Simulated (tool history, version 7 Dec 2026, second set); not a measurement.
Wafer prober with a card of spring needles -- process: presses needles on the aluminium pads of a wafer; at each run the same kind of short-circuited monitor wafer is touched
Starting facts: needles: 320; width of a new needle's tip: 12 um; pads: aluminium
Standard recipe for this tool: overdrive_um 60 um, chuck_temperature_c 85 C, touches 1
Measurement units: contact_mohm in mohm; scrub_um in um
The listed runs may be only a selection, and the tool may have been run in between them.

run	hour	overdrive_um	chuck_temperature_c	touches	contact_mohm	scrub_um
1	0	60	85	1	194	8.64
# hour 9.2: tips cleaned on abrasive film
# hour 18.4: tips cleaned on abrasive film
2	24.3	60	85	1	209	8.6
# hour 27.9: tips cleaned on abrasive film
# hour 37.4: tips cleaned on abrasive film
# hour 45.9: tips cleaned on abrasive film
3	48.8	52	85	1	210	7.29
# hour 54.3: tips cleaned on abrasive film
# hour 64.3: tips cleaned on abrasive film
# hour 73: tips cleaned on abrasive film
4	73	52	85	1	191	7.19
# hour 82.3: tips cleaned on abrasive film
# hour 90.9: tips cleaned on abrasive film
5	92.5	52	85	1	203	7.26
# hour 100.2: tips cleaned on abrasive film
# hour 106.5: height of the first contact set anew
# hour 110.6: tips cleaned on abrasive film
6	114.4	52	85	1	210	8.16
# hour 120.6: tips cleaned on abrasive film
# hour 130.7: tips cleaned on abrasive film
# hour 140.1: tips cleaned on abrasive film
7	141.1	52	85	1	197	7.79
# hour 149.8: tips cleaned on abrasive film
# hour 159.4: tips cleaned on abrasive film
# hour 168.5: tips cleaned on abrasive film
8	171.6	52	85	1	205	7.87
# hour 177.8: tips cleaned on abrasive film
# hour 186.3: tips cleaned on abrasive film
# hour 195.6: tips cleaned on abrasive film
9	196.3	52	85	1	199	7.8
# hour 204.4: tips cleaned on abrasive film
# hour 214.3: tips cleaned on abrasive film
10	219.7	52	85	1	215	7.93
# hour 223: tips cleaned on abrasive film
# hour 232.9: tips cleaned on abrasive film
11	240.2	52	85	1	222	7.77
# hour 242.3: tips cleaned on abrasive film
# hour 250.8: tips cleaned on abrasive film
12	256.7	60	59	1	206	8.95
# hour 260.4: tips cleaned on abrasive film
# hour 269.4: tips cleaned on abrasive film
# hour 279.1: tips cleaned on abrasive film
13	279.1	60	59	1	187	8.97
# hour 287.8: tips cleaned on abrasive film
14	295.3	60	59	1	212	8.98
# hour 296.9: tips cleaned on abrasive film
# hour 306.6: tips cleaned on abrasive film
# hour 316: tips cleaned on abrasive film
15	317.1	60	59	1	188	8.72
# hour 324.2: tips cleaned on abrasive film
# hour 334: tips cleaned on abrasive film
# hour 342.8: tips cleaned on abrasive film
16	348	47	31	1	219	6.58
# hour 351.9: tips cleaned on abrasive film
# hour 360.5: tips cleaned on abrasive film
# hour 368.7: tips cleaned on abrasive film
17	371.7	61	31	3	182	8.84
# hour 377.6: tips cleaned on abrasive film
# hour 387.3: tips cleaned on abrasive film
# hour 396.4: tips cleaned on abrasive film
18	401.1	75	48	2	188	11.23
# hour 405.1: tips cleaned on abrasive film
# hour 413.5: tips cleaned on abrasive film
19	420.8	53	38	1	224	7.53
# hour 422.9: tips cleaned on abrasive film
# hour 431.2: tips cleaned on abrasive film
# hour 441.4: tips cleaned on abrasive film
20	446.5	50	41	1	223	7.31
# hour 450.6: tips cleaned on abrasive film
# hour 460.1: tips cleaned on abrasive film
21	460.5	60	59	1	191	8.71
# hour 470.1: tips cleaned on abrasive film
# hour 479.3: tips cleaned on abrasive film
22	486.9	60	59	1	216	8.24
# hour 488.4: tips cleaned on abrasive film
# hour 497.1: tips cleaned on abrasive film
# hour 507.3: tips cleaned on abrasive film
23	514.8	60	59	1	219	8.49
# hour 516.9: tips cleaned on abrasive film
# hour 527.1: tips cleaned on abrasive film
24	531.3	55	85	1	217	7.76
# hour 536.8: tips cleaned on abrasive film
# hour 545.2: tips cleaned on abrasive film
25	550	55	85	1	218	7.72
# hour 553.7: tips cleaned on abrasive film
# hour 558: height of the first contact set anew
# hour 564.1: tips cleaned on abrasive film
26	566.6	41	110	1	225	6.38
# hour 574.1: tips cleaned on abrasive film
# hour 583.7: tips cleaned on abrasive film
27	589.4	41	31	1	232	6.16
# hour 592.9: tips cleaned on abrasive film
# hour 602: tips cleaned on abrasive film
28	605.5	60	85	1	204	9.12
# hour 611.6: tips cleaned on abrasive film
29	619	60	93	1	218	9.13

Consider 3 possible next runs. They are alternatives, not a sequence: every one starts from the tool as it was left by run 29. What does each give?
# hour 620.9: tips cleaned on abrasive film
# hour 630.5: tips cleaned on abrasive film
A	638.1	72	32	3	?	?
# hour 620.9: tips cleaned on abrasive film
# hour 630.5: tips cleaned on abrasive film
B	638.1	58	85	1	?	?
# hour 620.9: tips cleaned on abrasive film
# hour 630.5: tips cleaned on abrasive film
C	638.1	61	36	2	?	?

run	contact_mohm	scrub_um
A	183	10.99
B	218	9.04
C	196	9.38
Had the tool no hidden state, the same runs would have come out as:
run	contact_mohm	scrub_um
A	173	11.12
B	185	9.17
C	175	9.51
